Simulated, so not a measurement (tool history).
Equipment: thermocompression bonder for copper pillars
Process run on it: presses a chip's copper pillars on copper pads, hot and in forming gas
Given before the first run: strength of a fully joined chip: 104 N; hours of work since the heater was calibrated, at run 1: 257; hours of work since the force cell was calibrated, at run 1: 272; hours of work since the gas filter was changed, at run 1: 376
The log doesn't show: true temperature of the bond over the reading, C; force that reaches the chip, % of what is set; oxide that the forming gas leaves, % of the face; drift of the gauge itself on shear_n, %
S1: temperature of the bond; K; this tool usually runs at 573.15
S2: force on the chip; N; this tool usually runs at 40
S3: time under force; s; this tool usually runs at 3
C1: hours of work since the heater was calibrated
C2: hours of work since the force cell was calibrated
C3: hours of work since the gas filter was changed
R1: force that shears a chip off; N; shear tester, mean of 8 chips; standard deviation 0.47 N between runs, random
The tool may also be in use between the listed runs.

Run 1, hour 0: usual settings; C1 257; C2 272; C3 376. Result: R1 34.7 N.
Run 2, hour 12.1: usual settings; C1 263; C2 277; C3 382. Result: R1 34.2 N.
Run 3, hour 24.8: usual settings; C1 269; C2 283; C3 388. Result: R1 33.3 N.
Run 4, hour 38.3: usual settings; C1 275; C2 289; C3 394. Result: R1 34.5 N.
Run 5, hour 62.4: usual settings; C1 286; C2 300; C3 405. Result: R1 34 N.
Run 6, hour 81.8: usual settings but S1 566.15 K; C1 295; C2 309; C3 414. Result: R1 30.5 N.
Run 7, hour 104.8: usual settings but S1 566.15 K; C1 305; C2 320; C3 424. Result: R1 31.1 N.
Run 8, hour 126.7: usual settings; C1 315; C2 330; C3 434. Result: R1 33.1 N.
Run 9, hour 147.8: usual settings but S2 36 N; C1 325; C2 339; C3 444. Result: R1 31.3 N.
Run 10, hour 168.5: usual settings but S2 36 N; C1 334; C2 349; C3 453. Result: R1 30.4 N.
At hour 178: forming gas filter changed.
Run 11, hour 180.5: usual settings but S2 36 N; C1 339; C2 354; C3 1. Result: R1 34.5 N.
Run 12, hour 195.8: usual settings but S2 30 N, S3 2 s; C1 346; C2 361; C3 8. Result: R1 26 N.
Run 13, hour 214.3: usual settings but S2 32 N, S3 9 s; C1 355; C2 369; C3 17. Result: R1 49.5 N.
Run 14, hour 230.5: usual settings but S2 32 N, S3 9 s; C1 362; C2 377; C3 24. Result: R1 49 N.
Run 15, hour 242.1: usual settings but S2 32 N, S3 9 s; C1 368; C2 382; C3 29. Result: R1 49.5 N.
Run 16, hour 263.8: usual settings but S2 32 N, S3 9 s; C1 377; C2 392; C3 39. Result: R1 49.6 N.

Below, some changes in R1 between adjacent runs. For each, the amount present without the hidden state too (settings, incoming material, random variation) and the amount remaining for the hidden state with gauge scatter not shared by both compared results:
Run 10 -> 11: forming gas filter changed. R1 +4.1 N: hidden state +4.3, all else -0.2.
Run 12 -> 13: S2 30 -> 32, S3 2 -> 9. R1 +23.5 N: hidden state -1.2, all else +24.7.
